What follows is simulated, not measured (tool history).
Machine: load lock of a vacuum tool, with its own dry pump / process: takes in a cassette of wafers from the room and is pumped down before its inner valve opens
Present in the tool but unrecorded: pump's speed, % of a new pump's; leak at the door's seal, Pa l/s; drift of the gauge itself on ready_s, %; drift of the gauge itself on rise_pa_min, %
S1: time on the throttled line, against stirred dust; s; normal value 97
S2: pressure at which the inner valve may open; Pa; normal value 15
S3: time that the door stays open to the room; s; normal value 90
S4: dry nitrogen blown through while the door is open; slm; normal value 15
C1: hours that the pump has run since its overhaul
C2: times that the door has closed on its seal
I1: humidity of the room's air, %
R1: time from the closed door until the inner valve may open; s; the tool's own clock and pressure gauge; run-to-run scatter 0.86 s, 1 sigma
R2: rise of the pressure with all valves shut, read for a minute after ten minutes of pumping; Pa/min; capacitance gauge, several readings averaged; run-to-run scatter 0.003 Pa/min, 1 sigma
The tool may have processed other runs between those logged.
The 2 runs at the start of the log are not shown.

Run 3, day 10.512: usual settings but S1 49 s; C1 6857; C2 5541; I1 46.0. Result: R1 96.7 s, R2 0.061 Pa/min.
Run 4, day 19.396: usual settings but S1 49 s; C1 7070; C2 6223; I1 48.2. Result: R1 97.3 s, R2 0.074 Pa/min.
Run 5, day 25.671: usual settings but S1 49 s; C1 7221; C2 6704; I1 47.1. Result: R1 97.3 s, R2 0.073 Pa/min.
Run 6, day 31.221: usual settings but S4 36 slm; C1 7354; C2 7129; I1 49.1. Result: R1 140.7 s, R2 0.066 Pa/min.
Run 7, day 40.667: usual settings but S4 36 slm; C1 7581; C2 7854; I1 44.3. Result: R1 140.6 s, R2 0.069 Pa/min.
Run 8, day 46.321: usual settings but S4 36 slm; C1 7716; C2 8287; I1 42.8. Result: R1 140.6 s, R2 0.079 Pa/min.
Run 9, day 55.442: usual settings but S4 36 slm; C1 7935; C2 8986; I1 44.9. Result: R1 141.1 s, R2 0.084 Pa/min.
Run 10, day 66.329: usual settings but S4 36 slm; C1 8196; C2 9821; I1 48.2. Result: R1 140.4 s, R2 0.100 Pa/min.
Run 11, day 71.700: usual settings but S4 36 slm; C1 8325; C2 10233; I1 46.2. Result: R1 141.0 s, R2 0.103 Pa/min.
Run 12, day 80.621: usual settings but S4 36 slm; C1 8539; C2 10917; I1 42.8. Result: R1 141.4 s, R2 0.115 Pa/min.
Run 13, day 85.471: usual settings but S4 36 slm; C1 8656; C2 11289; I1 47.3. Result: R1 141.2 s, R2 0.118 Pa/min.
Run 14, day 94.750: usual settings but S3 236 s; C1 8879; C2 12000; I1 46.5. Result: R1 142.7 s, R2 0.140 Pa/min.
Run 15, day 101.958: usual settings but S3 236 s; C1 9052; C2 12553; I1 50.7. Result: R1 139.6 s, R2 0.151 Pa/min.
Run 16, day 112.846: usual settings but S3 236 s; C1 9313; C2 13387; I1 45.1. Result: R1 144.0 s, R2 0.169 Pa/min.
Run 17, day 121.492: usual settings but S1 172 s, S3 236 s; C1 9520; C2 14050; I1 44.9. Result: R1 205.4 s, R2 0.174 Pa/min.
Run 18, day 131.304: usual settings but S1 172 s, S3 236 s; C1 9756; C2 14803; I1 44.3. Result: R1 210.1 s, R2 0.181 Pa/min.
Run 19, day 136.446: usual settings but S1 172 s, S3 236 s; C1 9879; C2 15197; I1 47.4. Result: R1 208.3 s, R2 0.192 Pa/min.
Run 20, day 146.271: usual settings but S1 83 s, S3 138 s, S4 7 slm; C1 10115; C2 15950; I1 43.6. Result: R1 130.3 s, R2 0.205 Pa/min.
Run 21, day 151.275: usual settings but S1 75 s, S2 11 Pa, S3 25 s; C1 10235; C2 16334; I1 45.4. Result: R1 124.6 s, R2 0.192 Pa/min.
Run 22, day 161.625: usual settings but S1 155 s, S2 12 Pa, S4 9 slm; C1 10484; C2 17127; I1 47.0. Result: R1 199.4 s, R2 0.221 Pa/min.
Run 23, day 172.550: usual settings but S1 87 s, S2 18 Pa, S3 36 s; C1 10746; C2 17965; I1 43.8. Result: R1 133.8 s, R2 0.224 Pa/min.
Run 24, day 182.829: usual settings but S1 87 s, S2 18 Pa, S3 36 s, S4 34 slm; C1 10992; C2 18753; I1 43.0. Result: R1 132.1 s, R2 0.234 Pa/min.
Run 25, day 188.346: usual settings but S1 175 s, S2 18 Pa, S3 36 s, S4 5 slm; C1 11125; C2 19176; I1 46.3. Result: R1 211.2 s, R2 0.255 Pa/min.

Run 26 has not been measured yet. What should we expect?
Run 26, day 195.350: usual settings but S1 175 s, S2 18 Pa, S3 36 s, S4 5 slm; C1 11293; C2 19713; I1 43.7. Result: R1 ?, R2 ?.

R1: 213.2 s
R2: 0.262 Pa/min
Without the tool's hidden state the same run would have given R1 208.2 s, R2 0.028 Pa/min.

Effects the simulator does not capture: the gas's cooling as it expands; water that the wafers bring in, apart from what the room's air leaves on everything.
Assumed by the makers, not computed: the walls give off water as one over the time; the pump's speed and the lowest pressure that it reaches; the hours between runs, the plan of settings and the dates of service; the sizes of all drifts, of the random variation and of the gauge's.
